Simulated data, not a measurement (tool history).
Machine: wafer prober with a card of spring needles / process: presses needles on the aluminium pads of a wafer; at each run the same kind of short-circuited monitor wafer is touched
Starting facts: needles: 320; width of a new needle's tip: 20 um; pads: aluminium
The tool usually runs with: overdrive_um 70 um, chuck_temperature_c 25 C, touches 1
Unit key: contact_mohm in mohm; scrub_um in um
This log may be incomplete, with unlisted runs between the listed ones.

run 1 day=0.000 | overdrive_um=70 chuck_temperature_c=25 touches=1 | contact_mohm=188 scrub_um=17.38
-- day=1.558 tips cleaned on abrasive film
run 2 day=2.192 | overdrive_um=70 chuck_temperature_c=25 touches=1 | contact_mohm=271 scrub_um=17.37
-- day=3.067 tips cleaned on abrasive film
run 3 day=4.225 | overdrive_um=70 chuck_temperature_c=25 touches=1 | contact_mohm=292 scrub_um=17.43
-- day=4.567 tips cleaned on abrasive film
run 4 day=5.821 | overdrive_um=70 chuck_temperature_c=70 touches=1 | contact_mohm=296 scrub_um=17.32
-- day=6.329 tips cleaned on abrasive film
-- day=8.008 tips cleaned on abrasive film
run 5 day=8.933 | overdrive_um=64 chuck_temperature_c=25 touches=1 | contact_mohm=301 scrub_um=15.76
-- day=9.579 tips cleaned on abrasive film
-- day=11.117 tips cleaned on abrasive film
run 6 day=12.017 | overdrive_um=64 chuck_temperature_c=25 touches=1 | contact_mohm=297 scrub_um=15.81
-- day=12.779 tips cleaned on abrasive film
-- day=14.488 tips cleaned on abrasive film
run 7 day=15.454 | overdrive_um=64 chuck_temperature_c=25 touches=1 | contact_mohm=307 scrub_um=15.79
-- day=16.067 tips cleaned on abrasive film
-- day=17.629 tips cleaned on abrasive film
run 8 day=17.629 | overdrive_um=64 chuck_temperature_c=25 touches=1 | contact_mohm=198 scrub_um=15.69
-- day=19.329 tips cleaned on abrasive film
run 9 day=19.742 | overdrive_um=64 chuck_temperature_c=25 touches=1 | contact_mohm=262 scrub_um=15.72
-- day=20.917 tips cleaned on abrasive film
-- day=22.554 tips cleaned on abrasive film
run 10 day=22.875 | overdrive_um=70 chuck_temperature_c=25 touches=1 | contact_mohm=233 scrub_um=17.19
-- day=24.308 tips cleaned on abrasive film
run 11 day=24.542 | overdrive_um=70 chuck_temperature_c=25 touches=1 | contact_mohm=222 scrub_um=17.14
-- day=25.888 tips cleaned on abrasive film
run 12 day=26.212 | overdrive_um=70 chuck_temperature_c=123 touches=1 | contact_mohm=250 scrub_um=17.14
-- day=27.538 tips cleaned on abrasive film
run 13 day=28.904 | overdrive_um=66 chuck_temperature_c=43 touches=1 | contact_mohm=315 scrub_um=16.07
-- day=29.079 tips cleaned on abrasive film
-- day=29.642 height of the first contact set anew
-- day=30.754 tips cleaned on abrasive film
run 14 day=31.729 | overdrive_um=88 chuck_temperature_c=52 touches=1 | contact_mohm=249 scrub_um=22.11
-- day=32.242 tips cleaned on abrasive film
-- day=33.917 tips cleaned on abrasive film
run 15 day=34.725 | overdrive_um=57 chuck_temperature_c=32 touches=2 | contact_mohm=264 scrub_um=14.30
-- day=35.388 tips cleaned on abrasive film
-- day=36.892 tips cleaned on abrasive film
run 16 day=37.800 | overdrive_um=57 chuck_temperature_c=114 touches=2 | contact_mohm=276 scrub_um=14.30
-- day=38.433 tips cleaned on abrasive film
run 17 day=39.838 | overdrive_um=64 chuck_temperature_c=114 touches=1 | contact_mohm=318 scrub_um=16.03
-- day=40.079 tips cleaned on abrasive film
-- day=41.696 tips cleaned on abrasive film
run 18 day=42.783 | overdrive_um=50 chuck_temperature_c=33 touches=1 | contact_mohm=380 scrub_um=12.50
-- day=43.162 tips cleaned on abrasive film
-- day=44.688 tips cleaned on abrasive film
run 19 day=45.021 | overdrive_um=55 chuck_temperature_c=29 touches=1 | contact_mohm=279 scrub_um=13.67
-- day=46.221 tips cleaned on abrasive film
-- day=47.842 tips cleaned on abrasive film
run 20 day=48.379 | overdrive_um=87 chuck_temperature_c=41 touches=2 | contact_mohm=209 scrub_um=21.72
-- day=49.379 tips cleaned on abrasive film
run 21 day=49.946 | overdrive_um=57 chuck_temperature_c=34 touches=2 | contact_mohm=259 scrub_um=14.18
-- day=50.892 tips cleaned on abrasive film
-- day=52.483 tips cleaned on abrasive film
run 22 day=53.367 | overdrive_um=57 chuck_temperature_c=34 touches=2 | contact_mohm=277 scrub_um=14.16
-- day=54.179 tips cleaned on abrasive film
-- day=55.633 tips cleaned on abrasive film
run 23 day=56.238 | overdrive_um=62 chuck_temperature_c=115 touches=2 | contact_mohm=259 scrub_um=15.42

Below are 4 alternative next runs, each starting from the tool's condition after run 23. Predict each:
-- day=57.142 tips cleaned on abrasive film
run A day=58.046 | overdrive_um=62 chuck_temperature_c=26 touches=2 | contact_mohm=? scrub_um=?
-- day=57.142 tips cleaned on abrasive film
run B day=58.046 | overdrive_um=62 chuck_temperature_c=117 touches=1 | contact_mohm=? scrub_um=?
-- day=57.142 tips cleaned on abrasive film
run C day=58.046 | overdrive_um=62 chuck_temperature_c=115 touches=3 | contact_mohm=? scrub_um=?
-- day=57.142 tips cleaned on abrasive film
run D day=58.046 | overdrive_um=60 chuck_temperature_c=49 touches=2 | contact_mohm=? scrub_um=?

run=A contact_mohm=265 scrub_um=15.34
run=B contact_mohm=326 scrub_um=15.32
run=C contact_mohm=241 scrub_um=15.30
run=D contact_mohm=277 scrub_um=14.81
What these runs would have given with no unlogged condition in the tool:
run=A contact_mohm=177 scrub_um=15.61
run=B contact_mohm=198 scrub_um=15.59
run=C contact_mohm=194 scrub_um=15.57
run=D contact_mohm=185 scrub_um=15.09

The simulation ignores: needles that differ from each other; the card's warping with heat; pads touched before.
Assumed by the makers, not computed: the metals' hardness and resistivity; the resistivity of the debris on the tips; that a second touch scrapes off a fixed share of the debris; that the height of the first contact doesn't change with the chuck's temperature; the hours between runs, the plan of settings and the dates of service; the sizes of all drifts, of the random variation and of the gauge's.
